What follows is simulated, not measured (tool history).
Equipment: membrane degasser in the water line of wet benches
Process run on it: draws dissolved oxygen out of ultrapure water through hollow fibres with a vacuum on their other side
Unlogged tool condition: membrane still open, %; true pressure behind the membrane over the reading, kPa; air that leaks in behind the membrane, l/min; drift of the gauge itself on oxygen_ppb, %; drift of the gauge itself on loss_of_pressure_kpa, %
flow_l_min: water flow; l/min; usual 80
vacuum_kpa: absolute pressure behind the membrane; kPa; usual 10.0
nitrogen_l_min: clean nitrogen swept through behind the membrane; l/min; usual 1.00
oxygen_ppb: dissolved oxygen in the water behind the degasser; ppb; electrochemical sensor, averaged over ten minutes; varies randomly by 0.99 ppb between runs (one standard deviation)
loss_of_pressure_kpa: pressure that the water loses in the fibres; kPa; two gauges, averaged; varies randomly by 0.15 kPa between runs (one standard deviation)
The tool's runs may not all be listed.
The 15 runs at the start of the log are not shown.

| run | hour | flow_l_min | vacuum_kpa | nitrogen_l_min | hours since the membrane was changed | hours since the vacuum gauge was calibrated | hours since the vacuum lines were made tight | oxygen_ppb | loss_of_pressure_kpa |
|---|---|---|---|---|---|---|---|---|---|
| 16 | 1219.5 | 68 | 10.0 | 1.00 | 2469 | 5754 | 11037 | 775.1 | 39.79 |
| 17 | 1319.7 | 68 | 10.0 | 1.00 | 2570 | 5854 | 11137 | 777.1 | 40.01 |
| 18 | 1368.5 | 62 | 13.8 | 1.00 | 2618 | 5903 | 11186 | 1084.0 | 36.35 |
| 19 | 1418.1 | 89 | 23.0 | 0.63 | 2668 | 5952 | 11235 | 2896.0 | 52.19 |
| 20 | 1504.6 | 89 | 23.0 | 0.63 | 2754 | 6039 | 11322 | 2898.3 | 52.24 |
| 21 | 1549.7 | 89 | 23.0 | 0.96 | 2800 | 6084 | 11367 | 2343.0 | 52.19 |
| 22 | 1614.4 | 107 | 17.8 | 0.58 | 2864 | 6148 | 11432 | 2603.8 | 63.12 |
| 23 | 1703.8 | 87 | 8.3 | 1.46 | 2954 | 6238 | 11521 | 559.5 | 51.09 |
| 24 | 1767.5 | 87 | 8.3 | 1.46 | 3017 | 6302 | 11585 | 560.0 | 51.00 |
| 25 | 1813.0 | 108 | 13.0 | 1.00 | 3063 | 6347 | 11630 | 1449.3 | 63.39 |
| 26 | 1864.7 | 86 | 19.5 | 1.00 | 3115 | 6399 | 11682 | 1926.0 | 50.46 |
| 27 | 1916.0 | 67 | 13.1 | 0.91 | 3166 | 6450 | 11733 | 1142.3 | 39.40 |
| 28 | 2004.2 | 120 | 10.0 | 1.00 | 3254 | 6538 | 11821 | 1133.0 | 70.71 |
| 29 | 2097.4 | 120 | 10.0 | 1.00 | 3347 | 6631 | 11915 | 1132.0 | 70.71 |
| 30 | 2170.4 | 120 | 10.0 | 1.00 | 3420 | 6704 | 11988 | 1133.8 | 70.45 |
| 31 | 2263.5 | 120 | 10.0 | 1.00 | 3513 | 6798 | 12081 | 1130.5 | 70.76 |
| 32 | 2333.6 | 120 | 10.0 | 1.00 | 3583 | 6868 | 12151 | 1135.2 | 70.53 |
| 33 | 2426.6 | 102 | 8.0 | 2.31 | 3676 | 6961 | 12244 | 445.6 | 60.09 |

Branching from run 33: 3 alternative next runs. What would each branch give?
| A | 2522.0 | 51 | 23.7 | 1.18 | 3772 | 7056 | 12339 | ? | ? |
| B | 2522.0 | 113 | 10.0 | 2.11 | 3772 | 7056 | 12339 | ? | ? |
| C | 2522.0 | 97 | 12.6 | 2.31 | 3772 | 7056 | 12339 | ? | ? |

| run | oxygen_ppb | loss_of_pressure_kpa |
|---|---|---|
| A | 1500.3 | 29.97 |
| B | 697.7 | 66.61 |
| C | 766.0 | 57.12 |
With the hidden condition removed and each run's random variation left untouched, the same runs would have given:
| run | oxygen_ppb | loss_of_pressure_kpa |
|---|---|---|
| A | 1490.6 | 29.63 |
| B | 684.5 | 65.85 |
| C | 755.0 | 56.47 |
